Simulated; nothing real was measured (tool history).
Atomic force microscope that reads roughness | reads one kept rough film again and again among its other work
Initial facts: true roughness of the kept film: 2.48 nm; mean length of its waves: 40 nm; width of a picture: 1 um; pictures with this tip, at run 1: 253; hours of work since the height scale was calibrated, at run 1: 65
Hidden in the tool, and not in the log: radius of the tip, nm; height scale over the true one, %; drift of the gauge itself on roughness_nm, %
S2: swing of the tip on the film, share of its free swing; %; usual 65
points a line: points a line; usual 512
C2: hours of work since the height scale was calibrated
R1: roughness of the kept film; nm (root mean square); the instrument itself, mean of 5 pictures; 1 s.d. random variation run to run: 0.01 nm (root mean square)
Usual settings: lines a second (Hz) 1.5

{"run": 1, "day": 0.0, "lines a second (Hz)": 1.5, "S2": 65, "points a line": 512, "pictures with this tip": 253, "C2": 65, "R1": 2.101}
{"day": 0.167, "done": "new tip fitted"}
{"run": 2, "day": 0.412, "lines a second (Hz)": 1.5, "S2": 65, "points a line": 381, "pictures with this tip": 10, "C2": 71, "R1": 2.289}
{"run": 3, "day": 0.683, "lines a second (Hz)": 1.5, "S2": 89, "points a line": 381, "pictures with this tip": 21, "C2": 75, "R1": 2.124}
{"run": 4, "day": 1.05, "lines a second (Hz)": 1.5, "S2": 73, "points a line": 512, "pictures with this tip": 36, "C2": 80, "R1": 2.236}
{"run": 5, "day": 1.421, "lines a second (Hz)": 1.5, "S2": 73, "points a line": 512, "pictures with this tip": 51, "C2": 85, "R1": 2.216}
{"run": 6, "day": 1.779, "lines a second (Hz)": 1.5, "S2": 73, "points a line": 512, "pictures with this tip": 65, "C2": 90, "R1": 2.211}
{"run": 7, "day": 2.117, "lines a second (Hz)": 1.5, "S2": 73, "points a line": 512, "pictures with this tip": 79, "C2": 95, "R1": 2.194}
{"run": 8, "day": 2.35, "lines a second (Hz)": 1.5, "S2": 65, "points a line": 512, "pictures with this tip": 89, "C2": 99, "R1": 2.217}
{"run": 9, "day": 2.646, "lines a second (Hz)": 1.5, "S2": 65, "points a line": 471, "pictures with this tip": 101, "C2": 103, "R1": 2.211}
{"run": 10, "day": 2.846, "lines a second (Hz)": 1.5, "S2": 65, "points a line": 471, "pictures with this tip": 109, "C2": 106, "R1": 2.205}
{"run": 11, "day": 3.238, "lines a second (Hz)": 1.5, "S2": 65, "points a line": 471, "pictures with this tip": 125, "C2": 111, "R1": 2.189}
{"run": 12, "day": 3.433, "lines a second (Hz)": 1.5, "S2": 65, "points a line": 512, "pictures with this tip": 133, "C2": 114, "R1": 2.189}
{"run": 13, "day": 3.658, "lines a second (Hz)": 1.5, "S2": 65, "points a line": 512, "pictures with this tip": 142, "C2": 117, "R1": 2.162}
{"run": 14, "day": 3.833, "lines a second (Hz)": 1.5, "S2": 65, "points a line": 512, "pictures with this tip": 149, "C2": 120, "R1": 2.18}
{"run": 15, "day": 4.225, "lines a second (Hz)": 0.55, "S2": 65, "points a line": 346, "pictures with this tip": 165, "C2": 125, "R1": 2.209}
{"run": 16, "day": 4.571, "lines a second (Hz)": 1.06, "S2": 57, "points a line": 427, "pictures with this tip": 179, "C2": 130, "R1": 2.203}
{"run": 17, "day": 4.829, "lines a second (Hz)": 1.83, "S2": 88, "points a line": 427, "pictures with this tip": 190, "C2": 134, "R1": 1.963}
{"run": 18, "day": 5.129, "lines a second (Hz)": 1.83, "S2": 88, "points a line": 427, "pictures with this tip": 202, "C2": 138, "R1": 1.941}
{"run": 19, "day": 5.525, "lines a second (Hz)": 1.83, "S2": 88, "points a line": 427, "pictures with this tip": 218, "C2": 144, "R1": 1.941}
{"run": 20, "day": 5.892, "lines a second (Hz)": 1.5, "S2": 79, "points a line": 949, "pictures with this tip": 233, "C2": 149, "R1": 2.03}
{"run": 21, "day": 6.175, "lines a second (Hz)": 1.5, "S2": 79, "points a line": 949, "pictures with this tip": 245, "C2": 153, "R1": 2.025}
{"run": 22, "day": 6.375, "lines a second (Hz)": 0.92, "S2": 66, "points a line": 757, "pictures with this tip": 253, "C2": 156, "R1": 2.141}
{"day": 6.55, "done": "new tip fitted"}
{"run": 23, "day": 6.708, "lines a second (Hz)": 0.92, "S2": 66, "points a line": 757, "pictures with this tip": 7, "C2": 160, "R1": 2.326}
{"run": 24, "day": 7.054, "lines a second (Hz)": 3.98, "S2": 85, "points a line": 401, "pictures with this tip": 21, "C2": 165, "R1": 1.885}
{"run": 25, "day": 7.358, "lines a second (Hz)": 3.98, "S2": 85, "points a line": 401, "pictures with this tip": 34, "C2": 169, "R1": 1.879}
{"run": 26, "day": 7.533, "lines a second (Hz)": 2.8, "S2": 65, "points a line": 316, "pictures with this tip": 41, "C2": 172, "R1": 2.2}
{"run": 27, "day": 7.867, "lines a second (Hz)": 2.51, "S2": 65, "points a line": 316, "pictures with this tip": 54, "C2": 177, "R1": 2.194}
{"run": 28, "day": 8.146, "lines a second (Hz)": 2.51, "S2": 65, "points a line": 316, "pictures with this tip": 66, "C2": 181, "R1": 2.206}

Forecast each of these 4 alternatives for the next run:
{"run": "A", "day": 8.383, "lines a second (Hz)": 2.51, "S2": 65, "points a line": 318, "pictures with this tip": 75, "C2": 184, "R1": "?"}
{"run": "B", "day": 8.383, "lines a second (Hz)": 2.51, "S2": 65, "points a line": 260, "pictures with this tip": 75, "C2": 184, "R1": "?"}
{"run": "C", "day": 8.383, "lines a second (Hz)": 1.5, "S2": 65, "points a line": 735, "pictures with this tip": 75, "C2": 184, "R1": "?"}
{"run": "D", "day": 8.383, "lines a second (Hz)": 2.63, "S2": 68, "points a line": 494, "pictures with this tip": 75, "C2": 184, "R1": "?"}

run=A R1=2.168
run=B R1=2.169
run=C R1=2.251
run=D R1=2.173
With no hidden state in the tool, these same runs would have given:
run=A R1=2.224
run=B R1=2.225
run=C R1=2.31
run=D R1=2.229
